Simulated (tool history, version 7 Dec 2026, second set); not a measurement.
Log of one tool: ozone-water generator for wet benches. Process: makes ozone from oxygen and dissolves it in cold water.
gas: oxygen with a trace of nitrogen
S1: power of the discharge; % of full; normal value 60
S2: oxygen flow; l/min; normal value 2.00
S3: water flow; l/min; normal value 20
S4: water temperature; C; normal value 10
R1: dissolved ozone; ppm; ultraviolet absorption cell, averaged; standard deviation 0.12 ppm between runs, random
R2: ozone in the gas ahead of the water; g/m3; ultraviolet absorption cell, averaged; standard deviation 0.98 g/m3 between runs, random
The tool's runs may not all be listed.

| run | hour | S1 | S2 | S3 | S4 | R1 | R2 |
|---|---|---|---|---|---|---|---|
| 1 | 0.0 | 60 | 2.00 | 20 | 10 | 11.3 | 167.4 |
| 2 | 18.8 | 60 | 2.00 | 20 | 10 | 11.2 | 166.5 |
| 3 | 34.8 | 60 | 2.00 | 20 | 10 | 11.3 | 166.9 |
| 4 | 60.8 | 60 | 1.73 | 20 | 10 | 10.6 | 175.8 |
| 5 | 78.2 | 60 | 1.73 | 20 | 10 | 10.7 | 176.6 |
| 6 | 107.9 | 60 | 2.00 | 20 | 10 | 11.2 | 166.4 |
| 7 | 128.0 | 40 | 1.39 | 24 | 17 | 5.3 | 132.4 |
| 8 | 152.5 | 61 | 1.14 | 20 | 10 | 8.6 | 206.6 |
| 9 | 179.9 | 61 | 1.14 | 20 | 10 | 8.6 | 205.3 |
| 10 | 195.7 | 44 | 2.75 | 20 | 12 | 9.6 | 114.7 |
| 11 | 226.6 | 44 | 2.75 | 14 | 9 | 13.8 | 114.8 |

Branching from run 11: 5 alternative next runs. What would each branch give?
| A | 263.5 | 59 | 1.05 | 14 | 11 | ? | ? |
| B | 263.5 | 84 | 3.47 | 16 | 10 | ? | ? |
| C | 263.5 | 49 | 2.00 | 20 | 10 | ? | ? |
| D | 263.5 | 51 | 2.00 | 20 | 6 | ? | ? |
| E | 263.5 | 51 | 1.09 | 21 | 9 | ? | ? |

| run | R1 | R2 |
|---|---|---|
| A | 11.8 | 204.5 |
| B | 23.3 | 185.4 |
| C | 9.3 | 138.7 |
| D | 9.9 | 143.9 |
| E | 6.6 | 177.6 |
Stripped of hidden state, with their random variation kept, the same runs would have yielded:
| run | R1 | R2 |
|---|---|---|
| A | 12.1 | 208.5 |
| B | 24.2 | 190.3 |
| C | 9.6 | 140.9 |
| D | 10.3 | 146.3 |
| E | 6.8 | 180.6 |

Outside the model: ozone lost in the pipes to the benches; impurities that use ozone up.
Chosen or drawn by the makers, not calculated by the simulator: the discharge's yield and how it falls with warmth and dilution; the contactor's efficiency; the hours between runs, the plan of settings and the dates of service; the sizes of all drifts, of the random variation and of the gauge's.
